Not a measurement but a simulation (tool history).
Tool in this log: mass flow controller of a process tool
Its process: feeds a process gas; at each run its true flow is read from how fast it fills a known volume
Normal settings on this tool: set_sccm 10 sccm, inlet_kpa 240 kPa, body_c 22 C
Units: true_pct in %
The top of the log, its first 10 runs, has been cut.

Run 11, day 145.558: usual settings but body_c 21 C. Result: true_pct 97.68 %.
Run 12, day 156.483: usual settings but set_sccm 3 sccm. Result: true_pct 93.28 %.
Run 13, day 168.725: usual settings but body_c 33 C. Result: true_pct 96.1 %.
Run 14, day 182.675: usual settings but body_c 33 C. Result: true_pct 96.08 %.
Run 15, day 195.567: usual settings but body_c 33 C. Result: true_pct 95.91 %.
Run 16, day 214.312: usual settings but set_sccm 2 sccm, inlet_kpa 147 kPa, body_c 21 C. Result: true_pct 88.83 %.
Run 17, day 231.562: usual settings but set_sccm 2 sccm, inlet_kpa 147 kPa, body_c 21 C. Result: true_pct 88.41 %.
Run 18, day 250.529: usual settings but set_sccm 13 sccm, inlet_kpa 174 kPa, body_c 21 C. Result: true_pct 97.22 %.
Run 19, day 269.5: usual settings but set_sccm 4 sccm, inlet_kpa 168 kPa, body_c 29 C. Result: true_pct 92.05 %.
Run 20, day 285.908: usual settings but set_sccm 4 sccm, inlet_kpa 209 kPa, body_c 28 C. Result: true_pct 92.15 %.
Run 21, day 301.812: usual settings but body_c 21 C. Result: true_pct 96.45 %.
Run 22, day 313.838: usual settings but body_c 21 C. Result: true_pct 96.41 %.
Run 23, day 323.746: usual settings but set_sccm 2 sccm, inlet_kpa 247 kPa, body_c 27 C. Result: true_pct 85.75 %.
Run 24, day 336.112: usual settings but inlet_kpa 166 kPa. Result: true_pct 95.79 %.
Run 25, day 352.583: usual settings but set_sccm 8 sccm, inlet_kpa 224 kPa. Result: true_pct 95.09 %.
Run 26, day 371.604: usual settings but body_c 26 C. Result: true_pct 95.35 %.
Run 27, day 382.546: usual settings but body_c 26 C. Result: true_pct 95.19 %.
At day 386.946: controller's zero set anew.
Run 28, day 395.346: usual settings but set_sccm 16 sccm, inlet_kpa 183 kPa, body_c 24 C. Result: true_pct 98.18 %.
Run 29, day 405.425: usual settings but set_sccm 14 sccm, inlet_kpa 271 kPa, body_c 27 C. Result: true_pct 97.97 %.
Run 30, day 418.746: usual settings but set_sccm 14 sccm, inlet_kpa 271 kPa, body_c 27 C. Result: true_pct 97.95 %.

Here are 5 independent what-if runs from the current tool condition. What would each one return?
Run A, day 436.062: usual settings but inlet_kpa 279 kPa, body_c 28 C. Result: true_pct ?.
Run B, day 436.062: usual settings but set_sccm 12 sccm, inlet_kpa 230 kPa. Result: true_pct ?.
Run C, day 436.062: usual settings but set_sccm 16 sccm, inlet_kpa 144 kPa, body_c 32 C. Result: true_pct ?.
Run D, day 436.062: usual settings but set_sccm 11 sccm, inlet_kpa 256 kPa, body_c 27 C. Result: true_pct ?.
Run E, day 436.062: usual settings but set_sccm 14 sccm, inlet_kpa 152 kPa, body_c 27 C. Result: true_pct ?.

run  true_pct
  A     97.34
  B     98.09
  C     96.96
  D     97.53
  E     97.41
Take away the tool's hidden state, keep each run's random variation, and the runs would have read:
run  true_pct
  A     99.28
  B     99.99
  C     98.81
  D     99.45
  E     99.28
